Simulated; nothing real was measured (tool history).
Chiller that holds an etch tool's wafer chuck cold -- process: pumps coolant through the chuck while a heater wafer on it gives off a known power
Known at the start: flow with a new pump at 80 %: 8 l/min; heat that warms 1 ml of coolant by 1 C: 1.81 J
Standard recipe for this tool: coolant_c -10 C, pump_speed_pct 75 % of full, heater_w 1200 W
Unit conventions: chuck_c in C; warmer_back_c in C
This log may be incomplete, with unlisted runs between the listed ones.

run 1 hour=0.0 | coolant_c=-10 pump_speed_pct=75 heater_w=1200 | chuck_c=0.8 warmer_back_c=5.44
run 2 hour=96.4 | coolant_c=-10 pump_speed_pct=75 heater_w=1200 | chuck_c=0.7 warmer_back_c=5.37
run 3 hour=184.8 | coolant_c=-10 pump_speed_pct=75 heater_w=1200 | chuck_c=0.6 warmer_back_c=5.40
run 4 hour=267.9 | coolant_c=-10 pump_speed_pct=71 heater_w=1200 | chuck_c=1.2 warmer_back_c=5.74
-- hour=364.1 coolant changed, channels flushed
run 5 hour=370.7 | coolant_c=-2 pump_speed_pct=71 heater_w=1200 | chuck_c=8.3 warmer_back_c=5.71
run 6 hour=466.5 | coolant_c=-2 pump_speed_pct=71 heater_w=1200 | chuck_c=8.3 warmer_back_c=5.80
run 7 hour=557.7 | coolant_c=-10 pump_speed_pct=75 heater_w=1200 | chuck_c=0.0 warmer_back_c=5.48
run 8 hour=650.2 | coolant_c=-10 pump_speed_pct=75 heater_w=1200 | chuck_c=0.0 warmer_back_c=5.51
run 9 hour=749.5 | coolant_c=-10 pump_speed_pct=75 heater_w=1200 | chuck_c=0.0 warmer_back_c=5.43
run 10 hour=806.2 | coolant_c=-10 pump_speed_pct=76 heater_w=1200 | chuck_c=-0.1 warmer_back_c=5.33
run 11 hour=890.1 | coolant_c=-10 pump_speed_pct=76 heater_w=1200 | chuck_c=-0.1 warmer_back_c=5.38
run 12 hour=943.4 | coolant_c=-10 pump_speed_pct=76 heater_w=1200 | chuck_c=-0.1 warmer_back_c=5.36
run 13 hour=1037.1 | coolant_c=-10 pump_speed_pct=76 heater_w=1200 | chuck_c=-0.2 warmer_back_c=5.46
-- hour=1046.4 coolant pump overhauled
run 14 hour=1100.3 | coolant_c=-10 pump_speed_pct=98 heater_w=1162 | chuck_c=-2.4 warmer_back_c=4.09
-- hour=1203.1 coolant pump overhauled, once more
run 15 hour=1203.1 | coolant_c=-17 pump_speed_pct=73 heater_w=1224 | chuck_c=-6.9 warmer_back_c=5.58
run 16 hour=1273.9 | coolant_c=-7 pump_speed_pct=98 heater_w=1694 | chuck_c=3.8 warmer_back_c=5.80
run 17 hour=1322.4 | coolant_c=-2 pump_speed_pct=98 heater_w=704 | chuck_c=2.3 warmer_back_c=2.39
-- hour=1335.8 chiller's thermometer calibrated
run 18 hour=1430.4 | coolant_c=-2 pump_speed_pct=98 heater_w=704 | chuck_c=2.6 warmer_back_c=2.37
run 19 hour=1529.5 | coolant_c=-2 pump_speed_pct=75 heater_w=1146 | chuck_c=7.4 warmer_back_c=5.14
run 20 hour=1620.6 | coolant_c=-2 pump_speed_pct=75 heater_w=1298 | chuck_c=8.8 warmer_back_c=5.83

Expected results for the next run?
run 21 hour=1718.8 | coolant_c=-17 pump_speed_pct=86 heater_w=1523 | chuck_c=? warmer_back_c=?

{"run 21": {"chuck_c": -6.0, "warmer_back_c": 5.95}}
With no hidden state in the tool, this same run would have given chuck_c -6.2 C, warmer_back_c 5.90 C.
